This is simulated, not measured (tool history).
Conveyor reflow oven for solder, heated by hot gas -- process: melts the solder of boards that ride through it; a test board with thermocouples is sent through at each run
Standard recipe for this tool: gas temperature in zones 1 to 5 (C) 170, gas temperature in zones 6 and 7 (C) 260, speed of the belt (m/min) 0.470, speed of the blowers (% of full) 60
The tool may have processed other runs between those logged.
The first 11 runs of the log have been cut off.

run	hour	gas temperature in zones 1 to 5 (C)	gas temperature in zones 6 and 7 (C)	speed of the belt (m/min)	speed of the blowers (% of full)	hours of work since the flux was cleaned out	hours of work since the belt drive was overhauled	hours of work since the thermocouples were changed	highest temperature of the board (C)	time above the solder's melting point (s)
12	446.8	170	260	0.453	60	25	1077	611	241.8	47.3
13	492.7	170	254	0.470	60	47	1099	632	236.1	39.5
14	515.3	170	260	0.470	60	57	1109	643	240.7	44.5
15	546.5	170	260	0.470	60	72	1124	657	240.3	44.3
16	589.4	170	260	0.470	60	92	1144	677	241.0	44.5
17	638.8	175	265	0.518	61	115	1167	700	242.1	42.7
18	673.4	159	260	0.470	55	131	1183	716	236.4	35.3
19	705.9	159	260	0.470	55	146	1198	732	236.5	35.3
# hour 724.6: thermocouples of zones 6 and 7 changed
20	737.8	171	251	0.430	60	160	1212	6	236.4	44.3
21	774.6	177	251	0.427	60	178	1229	23	237.4	48.7
22	798.0	177	251	0.427	60	188	1240	34	237.3	49.4
23	831.1	174	251	0.522	59	204	1256	50	230.0	27.3
24	885.0	181	251	0.444	63	229	1281	75	237.4	49.7
25	933.2	170	260	0.470	80	252	1303	97	245.1	50.7
26	964.2	170	267	0.470	67	266	1318	112	248.0	52.6
27	996.5	170	255	0.441	60	281	1333	127	238.3	45.9
28	1045.8	172	255	0.441	64	304	1356	150	239.9	48.6
29	1098.1	172	255	0.441	64	329	1380	174	239.4	48.8
30	1125.5	172	255	0.441	64	341	1393	187	239.9	48.9
31	1163.7	159	260	0.470	60	359	1411	205	237.9	37.8
32	1207.8	157	258	0.422	85	380	1432	226	246.2	54.0

Each row is a separate what-if for the run after 32, all from the same tool condition, not one after another. Results?
A	1233.1	170	260	0.450	67	392	1443	237	?	?
B	1233.1	157	258	0.422	55	392	1443	237	?	?
C	1233.1	157	250	0.489	73	392	1443	237	?	?

run	highest temperature of the board (C)	time above the solder's melting point (s)
A	243.6	50.6
B	238.1	43.1
C	231.7	28.9
The same runs, with their run-to-run variation unchanged, on a tool lacking any hidden condition would have given:
run	highest temperature of the board (C)	time above the solder's melting point (s)
A	243.6	50.6
B	238.1	43.1
C	231.7	29.0

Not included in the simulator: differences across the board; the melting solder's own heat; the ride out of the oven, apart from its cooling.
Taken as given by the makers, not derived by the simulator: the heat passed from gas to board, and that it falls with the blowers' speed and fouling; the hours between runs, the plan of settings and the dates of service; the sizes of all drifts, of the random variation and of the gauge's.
